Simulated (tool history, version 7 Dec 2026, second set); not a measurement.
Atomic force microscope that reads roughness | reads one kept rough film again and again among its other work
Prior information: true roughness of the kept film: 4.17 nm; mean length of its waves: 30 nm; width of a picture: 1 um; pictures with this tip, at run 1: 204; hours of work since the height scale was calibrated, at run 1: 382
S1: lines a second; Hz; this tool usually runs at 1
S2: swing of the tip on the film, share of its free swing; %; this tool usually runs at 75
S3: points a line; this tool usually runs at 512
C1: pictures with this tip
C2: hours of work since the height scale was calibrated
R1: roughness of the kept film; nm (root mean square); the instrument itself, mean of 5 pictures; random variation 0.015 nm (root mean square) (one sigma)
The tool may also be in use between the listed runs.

run	day	S1	S2	S3	C1	C2	R1
1	0	1	75	512	204	382	2.911
2	0.346	1	75	512	217	388	2.894
# day 0.646: new tip fitted
3	0.646	0.61	75	512	0	393	3.715
4	1.008	0.61	75	512	14	399	3.669
5	1.446	0.61	75	512	31	407	3.588
6	1.738	0.61	75	512	43	412	3.529
7	2.058	1	75	313	56	417	3.407
8	2.475	1	75	549	72	425	3.409
9	2.812	1	75	549	86	431	3.36
10	3.388	1	75	919	108	441	3.266
# day 3.471: height scale calibrated on a step standard
11	3.958	1	75	512	129	9	3.201
12	4.488	1	75	512	150	18	3.143
13	4.862	1.99	65	1017	165	24	3.105
14	5.208	1.99	65	1017	179	30	3.047
15	5.546	1.99	65	1017	192	36	3.013
# day 5.725: height scale calibrated on a step standard, once more
16	5.912	1	75	622	205	3	2.989
# day 6.554: new tip fitted
17	6.579	2.04	62	512	0	15	3.63
18	7.067	1	74	789	20	23	3.575
19	7.358	2.02	58	789	31	28	3.537
20	7.775	0.88	58	789	48	36	3.557
21	8.367	2.68	88	795	71	46	2.854
22	8.65	2.68	88	795	83	51	2.834
23	9.067	1.64	80	496	99	58	3.119

Branching from run 23: 3 alternative next runs. What would each branch give?
A	9.662	2.64	76	512	123	69	?
B	9.662	1	56	765	123	69	?
C	9.662	3.79	80	510	123	69	?

run	R1
A	2.99
B	3.331
C	2.716
With no hidden state in the tool, these same runs would have given:
run	R1
A	3.41
B	3.799
C	3.099
